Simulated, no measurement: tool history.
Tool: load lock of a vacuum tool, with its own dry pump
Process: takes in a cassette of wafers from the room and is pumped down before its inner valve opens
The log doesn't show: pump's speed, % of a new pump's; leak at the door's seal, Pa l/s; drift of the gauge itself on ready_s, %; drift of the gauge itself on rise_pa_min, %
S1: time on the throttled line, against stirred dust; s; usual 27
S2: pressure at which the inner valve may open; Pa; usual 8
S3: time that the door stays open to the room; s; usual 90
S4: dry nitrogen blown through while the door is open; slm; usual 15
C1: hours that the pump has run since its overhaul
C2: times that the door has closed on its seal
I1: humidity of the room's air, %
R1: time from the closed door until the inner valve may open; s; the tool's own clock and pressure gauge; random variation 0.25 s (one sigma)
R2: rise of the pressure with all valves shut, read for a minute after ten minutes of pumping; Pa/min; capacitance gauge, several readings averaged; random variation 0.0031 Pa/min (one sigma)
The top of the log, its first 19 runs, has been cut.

Run 20, hour 2261.2: usual settings but S1 18 s; C1 2802; C2 27117; I1 49.8. Result: R1 52.2 s, R2 0.126 Pa/min.
Run 21, hour 2396.2: usual settings but S3 54 s; C1 2937; C2 27544; I1 44.7. Result: R1 59.1 s, R2 0.097 Pa/min.
Run 22, hour 2470.8: usual settings but S3 54 s; C1 3012; C2 27780; I1 42.4. Result: R1 58.7 s, R2 0.099 Pa/min.
Run 23, hour 2619.1: usual settings but S3 54 s; C1 3160; C2 28249; I1 43.9. Result: R1 59 s, R2 0.096 Pa/min.
Run 24, hour 2746.4: usual settings but S3 54 s; C1 3287; C2 28651; I1 44.8. Result: R1 59.4 s, R2 0.099 Pa/min.
Run 25, hour 2870: usual settings but S3 54 s; C1 3411; C2 29042; I1 45.9. Result: R1 59.1 s, R2 0.102 Pa/min.
Run 26, hour 2941.1: usual settings but S1 30 s, S2 6 Pa, S4 31 slm; C1 3482; C2 29267; I1 42.8. Result: R1 63.1 s, R2 0.1 Pa/min.
Run 27, hour 3052.5: usual settings but S1 30 s, S2 6 Pa, S4 31 slm; C1 3593; C2 29619; I1 45.7. Result: R1 63.3 s, R2 0.11 Pa/min.
Run 28, hour 3185.1: usual settings but S1 16 s, S2 11 Pa, S3 138 s; C1 3726; C2 30039; I1 44.3. Result: R1 49.2 s, R2 0.152 Pa/min.
Run 29, hour 3342.6: usual settings but S2 7 Pa, S3 101 s, S4 19 slm; C1 3884; C2 30537; I1 49.5. Result: R1 59.9 s, R2 0.13 Pa/min.
Run 30, hour 3491.3: usual settings but S2 7 Pa, S3 101 s, S4 19 slm; C1 4032; C2 31007; I1 43.7. Result: R1 59.9 s, R2 0.134 Pa/min.
Run 31, hour 3574.6: usual settings but S2 7 Pa, S3 101 s, S4 19 slm; C1 4116; C2 31271; I1 46.7. Result: R1 60.1 s, R2 0.133 Pa/min.
Run 32, hour 3675: usual settings but S3 65 s, S4 9 slm; C1 4216; C2 31588; I1 42. Result: R1 59.1 s, R2 0.121 Pa/min.
Run 33, hour 3824: usual settings but S3 65 s, S4 9 slm; C1 4365; C2 32059; I1 45.6. Result: R1 59.9 s, R2 0.126 Pa/min.
Run 34, hour 3929.6: usual settings but S3 40 s, S4 25 slm; C1 4471; C2 32393; I1 41.1. Result: R1 59.9 s, R2 0.097 Pa/min.
Run 35, hour 4030.2: usual settings but S3 40 s, S4 5 slm; C1 4571; C2 32712; I1 43. Result: R1 59.5 s, R2 0.111 Pa/min.
Run 36, hour 4153.9: usual settings but S1 36 s, S3 41 s, S4 38 slm; C1 4695; C2 33103; I1 40.7. Result: R1 66.6 s, R2 0.088 Pa/min.
Run 37, hour 4239: usual settings but S1 30 s; C1 4780; C2 33372; I1 45.4. Result: R1 61.3 s, R2 0.136 Pa/min.

Branching from run 37: 3 alternative next runs. What would each branch give?
Run A, hour 4317.2: usual settings but S1 22 s, S2 6 Pa, S3 37 s; C1 4858; C2 33619; I1 47.9. Result: R1 ?, R2 ?.
Run B, hour 4317.2: usual settings but S1 29 s, S4 25 slm; C1 4858; C2 33619; I1 45.2. Result: R1 ?, R2 ?.
Run C, hour 4317.2: usual settings but S1 26 s, S2 7 Pa; C1 4858; C2 33619; I1 45.8. Result: R1 ?, R2 ?.

run    R1     R2
  A  56.4  0.108
  B    61  0.127
  C  59.2  0.143
Without the tool's hidden state the same runs would have given:
run    R1     R2
  A    55  0.039
  B  59.7  0.059
  C  57.9  0.074
